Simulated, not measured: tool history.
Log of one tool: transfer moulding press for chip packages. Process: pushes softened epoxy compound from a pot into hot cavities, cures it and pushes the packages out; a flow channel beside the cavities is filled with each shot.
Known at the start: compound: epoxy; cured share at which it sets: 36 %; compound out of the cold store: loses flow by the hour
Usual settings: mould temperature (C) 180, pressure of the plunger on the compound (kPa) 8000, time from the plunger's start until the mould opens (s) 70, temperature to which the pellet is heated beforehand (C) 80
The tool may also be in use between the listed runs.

run   hour  mould temperature (C)  pressure of the plunger on the compound (kPa)  time from the plunger's start until the mould opens (s)  temperature to which the pellet is heated beforehand (C)  incoming compound's hours out of the cold store  length that the compound runs in the flow channel (mm)  greatest force on the pins that push the packages out (N)
  1      0                    180                                           8000                                                       70                                                        80                                              8.2                                                     926                                                        395
      11.3  -- cavities cleaned with cleaning compound and waxed
  2   20.8                    180                                           8000                                                       70                                                        84                                             14.8                                                     915                                                        366
      36.1  -- cavities cleaned with cleaning compound and waxed
  3   38.6                    180                                           8000                                                       69                                                        84                                             46.2                                                     833                                                        318
  4   57.4                    180                                           8000                                                       69                                                        80                                             17.9                                                     907                                                        445
      61.5  -- cavities cleaned with cleaning compound and waxed
  5   70.3                    180                                           8000                                                       69                                                        80                                               15                                                     886                                                        402
        87  -- cavities cleaned with cleaning compound and waxed
  6   88.4                    180                                           8000                                                       69                                                        80                                               48                                                     801                                                        324
  7   98.2                    180                                           8000                                                       70                                                        82                                             25.8                                                     855                                                        381
     112.2  -- cavities cleaned with cleaning compound and waxed
  8  115.3                    180                                           8000                                                       70                                                        82                                               38                                                     827                                                        322
  9  125.3                    180                                           8000                                                       70                                                        82                                               36                                                     831                                                        370
       137  -- cavities cleaned with cleaning compound and waxed
 10  144.6                    180                                           8000                                                       70                                                        82                                             41.1                                                     818                                                        337
     161.2  -- plunger's sealing rings changed
     164.3  -- cavities cleaned with cleaning compound and waxed
 11    166                    180                                           8000                                                       70                                                        80                                             39.9                                                     864                                                        315
 12  186.2                    180                                           8000                                                       70                                                        80                                             45.2                                                     858                                                        404
       189  -- cavities cleaned with cleaning compound and waxed
 13  204.8                    180                                           8000                                                       70                                                        80                                             45.1                                                     851                                                        383
     214.3  -- cavities cleaned with cleaning compound and waxed
 14    223                    180                                           8000                                                       70                                                        80                                             19.4                                                     913                                                        389
 15  234.3                    180                                           8610                                                       86                                                        80                                             16.5                                                     966                                                        334
       240  -- cavities cleaned with cleaning compound and waxed
 16  254.5                    183                                           6970                                                       86                                                        80                                               35                                                     800                                                        279
     265.2  -- cavities cleaned with cleaning compound and waxed
 17  268.7                    183                                           7060                                                       85                                                        72                                              9.1                                                     864                                                        265

Run 18 comes next. What will it give?
 18   277                    181                                           8620                                                       59                                                        78                                             21.8                                                       ?                                                          ?

length that the compound runs in the flow channel (mm): 918
greatest force on the pins that push the packages out (N): 553
Without the tool's hidden state the same run would have given length that the compound runs in the flow channel (mm) 939, greatest force on the pins that push the packages out (N) 423.

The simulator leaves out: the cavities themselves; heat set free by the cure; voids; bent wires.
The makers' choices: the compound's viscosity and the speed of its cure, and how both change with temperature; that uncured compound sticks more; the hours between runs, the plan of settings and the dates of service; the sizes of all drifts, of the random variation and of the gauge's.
